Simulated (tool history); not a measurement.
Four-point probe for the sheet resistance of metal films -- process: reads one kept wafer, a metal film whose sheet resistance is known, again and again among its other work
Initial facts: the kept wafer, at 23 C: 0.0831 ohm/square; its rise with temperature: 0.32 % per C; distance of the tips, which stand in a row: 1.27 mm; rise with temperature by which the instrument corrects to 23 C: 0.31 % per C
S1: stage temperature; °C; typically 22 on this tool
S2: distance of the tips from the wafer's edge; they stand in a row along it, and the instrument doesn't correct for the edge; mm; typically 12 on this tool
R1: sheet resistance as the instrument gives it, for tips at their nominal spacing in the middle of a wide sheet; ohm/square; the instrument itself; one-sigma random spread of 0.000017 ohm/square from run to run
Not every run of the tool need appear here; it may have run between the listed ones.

| run | hour | S1 | S2 | R1 |
|---|---|---|---|---|
| 1 | 0.0 | 22 | 12 | 0.083572 |
| 2 | 82.0 | 22 | 12 | 0.083585 |
| 3 | 167.2 | 31 | 12 | 0.083646 |
| 4 | 209.2 | 22 | 12 | 0.083580 |
| 5 | 258.2 | 22 | 12 | 0.083580 |
| 6 | 347.0 | 22 | 12 | 0.083587 |
| 7 | 429.3 | 22 | 12 | 0.083595 |
| 8 | 473.5 | 22 | 8 | 0.084194 |
| 9 | 541.7 | 22 | 8 | 0.084229 |
| 10 | 626.0 | 22 | 8 | 0.084194 |
| 11 | 717.1 | 22 | 8 | 0.084185 |
| 12 | 811.9 | 22 | 8 | 0.084195 |
|  | 845.8 | stage's thermometer calibrated |
| 13 | 909.1 | 22 | 8 | 0.084169 |
| 14 | 1005.7 | 22 | 8 | 0.084183 |
| 15 | 1050.1 | 22 | 8 | 0.084222 |
| 16 | 1120.3 | 22 | 8 | 0.084201 |
| 17 | 1175.2 | 22 | 26 | 0.083217 |
| 18 | 1273.8 | 22 | 26 | 0.083198 |
| 19 | 1350.7 | 22 | 26 | 0.083172 |
| 20 | 1406.9 | 24 | 12 | 0.083631 |
| 21 | 1456.9 | 24 | 12 | 0.083583 |
| 22 | 1516.5 | 24 | 12 | 0.083604 |
| 23 | 1557.5 | 29 | 51 | 0.083168 |
| 24 | 1605.9 | 29 | 51 | 0.083186 |
| 25 | 1700.4 | 29 | 51 | 0.083168 |
| 26 | 1792.3 | 29 | 31 | 0.083178 |
| 27 | 1860.0 | 27 | 31 | 0.083202 |
| 28 | 1918.2 | 35 | 51 | 0.083174 |
| 29 | 1974.3 | 30 | 6 | 0.085097 |
| 30 | 2040.5 | 28 | 8 | 0.084240 |
| 31 | 2110.9 | 22 | 64 | 0.083113 |
| 32 | 2178.2 | 31 | 19 | 0.083387 |
| 33 | 2275.2 | 24 | 4 | 0.087352 |
| 34 | 2323.6 | 24 | 4 | 0.087374 |
| 35 | 2404.6 | 24 | 4 | 0.087350 |
| 36 | 2488.6 | 20 | 12 | 0.083569 |
| 37 | 2575.8 | 27 | 52 | 0.083139 |
| 38 | 2616.1 | 27 | 52 | 0.083158 |
| 39 | 2697.4 | 26 | 7 | 0.084563 |
| 40 | 2789.5 | 24 | 3 | 0.090345 |
| 41 | 2868.1 | 24 | 5 | 0.085892 |
| 42 | 2943.3 | 24 | 5 | 0.085884 |
| 43 | 3007.2 | 34 | 32 | 0.083201 |

Alternative continuations, all from the tool just after run 43; predict every row:
| A | 3083.9 | 21 | 12 | ? |
| B | 3083.9 | 34 | 12 | ? |
| C | 3083.9 | 34 | 6 | ? |
| D | 3083.9 | 23 | 44 | ? |

| run | R1 |
|---|---|
| A | 0.083593 |
| B | 0.083674 |
| C | 0.085129 |
| D | 0.083131 |
Without the tool's unlogged condition, the same runs would have read:
| run | R1 |
|---|---|
| A | 0.083601 |
| B | 0.083682 |
| C | 0.085137 |
| D | 0.083139 |
